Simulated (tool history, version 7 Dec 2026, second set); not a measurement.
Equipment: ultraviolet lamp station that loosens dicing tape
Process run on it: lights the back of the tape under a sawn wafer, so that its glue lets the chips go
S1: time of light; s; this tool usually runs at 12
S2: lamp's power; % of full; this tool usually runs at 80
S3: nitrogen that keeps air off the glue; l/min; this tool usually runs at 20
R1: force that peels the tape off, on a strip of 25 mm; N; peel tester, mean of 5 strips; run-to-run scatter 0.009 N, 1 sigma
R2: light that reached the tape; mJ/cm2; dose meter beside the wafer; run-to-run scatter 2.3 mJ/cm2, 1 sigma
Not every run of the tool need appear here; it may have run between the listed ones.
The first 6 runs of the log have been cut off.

run,hour,S1,S2,S3,R1,R2
7,156.5,12,80,20,0.438,220
8,183.0,12,80,20,0.438,219
# hour 187.1: window cleaned of glue's vapour
9,202.0,12,80,20,0.445,216
10,238.3,12,80,20,0.450,215
11,258.8,12,80,10,0.735,212
# hour 270.2: window cleaned of glue's vapour, once more
12,278.0,12,80,10,0.653,223
13,309.8,12,80,10,0.688,226
14,333.4,12,80,20,0.440,226
15,374.9,12,80,20,0.449,225
16,394.7,16,80,25,0.260,294
17,420.5,16,71,28,0.292,262
18,448.4,16,71,28,0.307,263
19,470.4,12,69,17,0.652,189
20,488.7,11,98,27,0.323,242
21,517.2,9,79,22,0.691,165
22,550.0,9,79,22,0.715,162
23,585.0,17,77,20,0.284,293
24,626.0,17,77,20,0.291,285
25,663.4,22,71,20,0.247,342
26,683.8,13,63,16,0.707,179
27,713.3,13,63,16,0.735,178
28,736.2,19,88,20,0.229,360
29,760.9,19,81,8,0.429,336
30,778.5,17,80,29,0.240,292

Consider 4 possible next runs. They are alternatives, not a sequence: every one starts from the tool as it was left by run 30. What does each give?
A,818.3,12,86,20,?,?
B,818.3,18,74,29,?,?
C,818.3,19,80,33,?,?
D,818.3,23,89,11,?,?

run,R1,R2
A,0.435,217
B,0.265,282
C,0.226,324
D,0.242,441
With the hidden condition removed and each run's random variation left untouched, the same runs would have given:
run,R1,R2
A,0.329,259
B,0.230,337
C,0.210,386
D,0.216,526
